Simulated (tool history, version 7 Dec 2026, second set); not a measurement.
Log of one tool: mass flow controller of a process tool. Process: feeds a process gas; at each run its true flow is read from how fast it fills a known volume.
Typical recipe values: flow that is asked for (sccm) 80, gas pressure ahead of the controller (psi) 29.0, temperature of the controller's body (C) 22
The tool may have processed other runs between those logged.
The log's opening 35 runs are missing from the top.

run	hour	flow that is asked for (sccm)	gas pressure ahead of the controller (psi)	temperature of the controller's body (C)	hours of work since the controller was set to zero	hours of work since the controller was changed	true flow (%)
36	10338.0	19	29.0	22	2706	11544	97.57
37	10544.9	12	29.0	35	2830	11668	96.69
38	10854.3	12	29.0	35	3016	11854	96.72
39	11188.8	12	29.0	30	3217	12055	96.76
40	11361.6	80	34.8	22	3321	12159	99.28
41	11766.0	13	20.6	34	3564	12402	96.98
42	12116.2	31	28.7	29	3774	12612	97.54
# hour 12231.2: controller exchanged for a calibrated one
43	12381.8	18	29.0	31	90	90	97.03
44	12706.1	84	37.7	26	285	285	99.13
45	12934.3	88	29.2	23	422	422	99.72
46	13315.1	88	24.5	32	651	651	99.45
47	13585.3	17	26.7	22	814	814	97.63
48	13893.1	17	26.7	22	998	998	97.55

4 options for the next run, each taken on its own from the tool as it stands now. Forecast them:
A	14149.4	13	33.2	22	1152	1152	?
B	14149.4	43	29.0	22	1152	1152	?
C	14149.4	69	36.8	31	1152	1152	?
D	14149.4	20	34.8	34	1152	1152	?

run	true flow (%)
A	97.27
B	98.33
C	98.36
D	96.64
Had the tool no hidden state, the same runs would have come out as:
run	true flow (%)
A	97.25
B	98.33
C	98.36
D	96.63
